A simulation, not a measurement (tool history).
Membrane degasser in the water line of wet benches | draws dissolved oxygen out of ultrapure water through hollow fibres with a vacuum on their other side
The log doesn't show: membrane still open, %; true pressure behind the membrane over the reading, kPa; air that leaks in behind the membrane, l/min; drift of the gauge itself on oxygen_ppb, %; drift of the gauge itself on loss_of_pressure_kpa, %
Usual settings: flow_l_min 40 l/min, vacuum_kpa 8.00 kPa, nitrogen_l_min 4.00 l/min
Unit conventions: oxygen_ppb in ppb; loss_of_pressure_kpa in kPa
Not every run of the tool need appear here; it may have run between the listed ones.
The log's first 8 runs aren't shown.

run,day,flow_l_min,vacuum_kpa,nitrogen_l_min,hours since the membrane was changed,hours since the vacuum gauge was calibrated,hours since the vacuum lines were made tight,oxygen_ppb,loss_of_pressure_kpa
9,10.571,40,8.00,6.52,1727,3464,7344,78.5,63.44
10,12.246,40,8.00,11.86,1768,3505,7385,45.1,63.35
11,14.254,40,8.00,11.86,1816,3553,7433,44.0,63.45
12,15.575,40,8.00,7.19,1848,3585,7465,72.2,63.20
13,16.875,40,8.00,7.19,1879,3616,7496,71.4,63.43
14,18.100,40,8.00,8.13,1908,3645,7525,64.0,63.11
# day 19.000: vacuum gauge calibrated
15,19.000,40,8.00,8.13,1929,0,7546,61.6,63.37
16,19.825,40,8.00,8.13,1949,20,7566,60.8,63.24
17,20.754,46,10.56,2.44,1971,42,7588,308.4,73.20
18,21.962,40,13.03,2.00,2000,71,7617,425.5,63.43
19,23.683,26,11.51,4.00,2042,112,7659,130.8,41.27
20,25.679,26,11.51,4.00,2090,160,7707,131.8,40.99
21,27.467,40,11.53,2.01,2133,203,7750,363.4,63.39
22,29.371,40,11.53,2.01,2178,249,7795,361.8,63.49
23,31.038,40,5.40,2.01,2218,289,7835,103.3,63.40

Run 24 has not been measured yet. What should we expect?
24,32.762,43,8.00,4.00,2260,330,7877,?,?

oxygen_ppb: 126.7 ppb
loss_of_pressure_kpa: 68.55 kPa
The same run, on a tool lacking any hidden state, would have yielded oxygen_ppb 123.2 ppb, loss_of_pressure_kpa 67.71 kPa.
